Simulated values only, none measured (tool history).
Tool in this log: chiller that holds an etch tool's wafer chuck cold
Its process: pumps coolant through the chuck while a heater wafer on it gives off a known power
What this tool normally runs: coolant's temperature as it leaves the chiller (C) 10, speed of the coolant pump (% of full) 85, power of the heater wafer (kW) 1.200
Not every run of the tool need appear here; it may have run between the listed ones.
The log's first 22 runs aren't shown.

| run | hour | coolant's temperature as it leaves the chiller (C) | speed of the coolant pump (% of full) | power of the heater wafer (kW) | hours since the coolant was changed and the channels were flushed | hours since the pump was overhauled | hours since the chiller's thermometer was calibrated | chuck's temperature once it has settled (C) | how much warmer the coolant comes back (C) |
|---|---|---|---|---|---|---|---|---|---|
| 23 | 681.8 | 0 | 68 | 0.820 | 4359 | 2121 | 2966 | 8.2 | 4.00 |
|  | 702.0 | coolant changed, channels flushed |
| 24 | 706.4 | 0 | 68 | 0.820 | 4 | 2139 | 2985 | 7.9 | 4.02 |
| 25 | 733.9 | 10 | 85 | 0.729 | 32 | 2167 | 3012 | 15.8 | 2.84 |
| 26 | 774.4 | 10 | 85 | 0.729 | 72 | 2207 | 3053 | 15.6 | 2.90 |
| 27 | 792.8 | 2 | 80 | 0.729 | 91 | 2226 | 3071 | 8.0 | 3.05 |
| 28 | 816.4 | 1 | 64 | 1.516 | 114 | 2249 | 3095 | 16.9 | 7.88 |
| 29 | 856.0 | 15 | 88 | 0.898 | 154 | 2289 | 3135 | 21.7 | 3.40 |
| 30 | 892.0 | 7 | 70 | 1.717 | 190 | 2325 | 3171 | 23.4 | 7.99 |
| 31 | 924.2 | 7 | 70 | 1.717 | 222 | 2357 | 3203 | 23.1 | 8.07 |
| 32 | 951.0 | 1 | 70 | 0.943 | 249 | 2384 | 3230 | 9.9 | 4.52 |

Below are 3 alternative next runs, each starting from the tool's condition after run 32. Predict each:
| A | 972.2 | 14 | 61 | 1.200 | 270 | 2405 | 3251 | ? | ? |
| B | 972.2 | 12 | 61 | 0.943 | 270 | 2405 | 3251 | ? | ? |
| C | 972.2 | 6 | 70 | 0.943 | 270 | 2405 | 3251 | ? | ? |

| run | chuck's temperature once it has settled (C) | how much warmer the coolant comes back (C) |
|---|---|---|
| A | 27.2 | 6.58 |
| B | 22.4 | 5.22 |
| C | 15.0 | 4.48 |
Without the tool's unlogged condition, the same runs would have read:
| run | chuck's temperature once it has settled (C) | how much warmer the coolant comes back (C) |
|---|---|---|
| A | 27.1 | 6.37 |
| B | 22.3 | 5.01 |
| C | 15.0 | 4.28 |
